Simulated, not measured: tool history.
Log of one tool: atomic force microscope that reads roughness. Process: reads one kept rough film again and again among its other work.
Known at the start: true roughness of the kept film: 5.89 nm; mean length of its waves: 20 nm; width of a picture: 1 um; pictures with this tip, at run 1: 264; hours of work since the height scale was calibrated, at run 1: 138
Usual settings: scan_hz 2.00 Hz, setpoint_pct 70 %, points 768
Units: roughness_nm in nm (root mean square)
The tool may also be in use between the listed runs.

run	day	scan_hz	setpoint_pct	points	pictures with this tip	hours of work since the height scale was calibrated	roughness_nm
1	0.000	2.00	70	768	264	138	2.108
2	0.308	2.00	70	768	273	143	2.080
3	0.917	2.00	70	768	289	152	2.012
4	1.667	2.00	70	768	309	164	1.962
# day 2.000: new tip fitted
5	2.162	2.00	70	768	5	171	3.790
6	2.592	2.00	70	768	16	177	3.710
7	3.333	2.00	70	351	36	189	3.440
8	3.804	2.00	81	768	48	196	3.201
9	4.125	2.00	81	768	57	201	3.139
10	4.688	2.00	81	768	72	209	3.008
11	4.996	2.00	81	768	80	214	2.979
12	5.554	2.00	81	768	95	222	2.858
13	5.883	2.00	81	768	104	227	2.815
# day 5.988: height scale calibrated on a step standard
14	6.238	2.00	81	768	112	4	2.766
15	6.738	2.00	81	768	126	11	2.662
16	7.325	2.00	81	768	141	20	2.581
17	7.725	2.00	81	768	152	26	2.535
18	8.117	2.00	81	768	163	32	2.476
19	8.525	2.00	81	768	174	39	2.412
20	9.258	2.00	81	768	193	50	2.342
21	9.596	2.00	81	768	202	55	2.290
# day 9.738: height scale calibrated on a step standard, once more
22	10.162	0.83	81	337	216	6	2.358
23	10.529	1.51	59	475	226	12	2.405
24	11.267	3.32	59	299	246	23	2.216
25	11.596	1.26	67	269	254	28	2.221
26	12.275	1.26	82	793	273	39	2.099
27	12.975	1.55	76	768	291	49	2.060
28	13.312	1.67	70	508	300	54	2.066
29	13.729	0.61	70	508	312	61	2.098
# day 13.950: new tip fitted
30	14.133	0.61	70	508	5	66	3.890
31	14.642	0.61	77	508	18	74	3.720
32	15.183	2.27	72	467	33	82	3.347
33	15.825	2.27	72	467	50	92	3.205
34	16.246	2.00	72	768	61	99	3.167
35	16.721	2.84	72	768	74	106	2.955
36	17.029	1.86	78	551	82	111	2.925
37	17.550	1.01	70	645	96	118	3.048
38	17.983	1.01	70	645	108	125	2.963
39	18.608	0.54	70	645	124	135	2.921

Measured less the same run without the tool's hidden state. The same run-to-run variation is in both; the gauge's scatter may not be:
The hidden state here: radius of the tip, nm; height scale over the true one, %; drift of the gauge itself on roughness_nm, %.
run	roughness_nm
1	-1.774
2	-1.810
3	-1.842
4	-1.913
5	-0.054
6	-0.168
7	-0.351
8	-0.441
9	-0.509
10	-0.623
11	-0.686
12	-0.789
13	-0.852
14	-0.893
15	-0.969
16	-1.056
17	-1.120
18	-1.172
19	-1.224
20	-1.320
21	-1.360
22	-1.510
23	-1.613
24	-1.620
25	-1.682
26	-1.706
27	-1.778
28	-1.840
29	-1.952
30	-0.155
31	-0.296
32	-0.432
33	-0.571
34	-0.668
35	-0.730
36	-0.796
37	-0.952
38	-1.033
39	-1.142
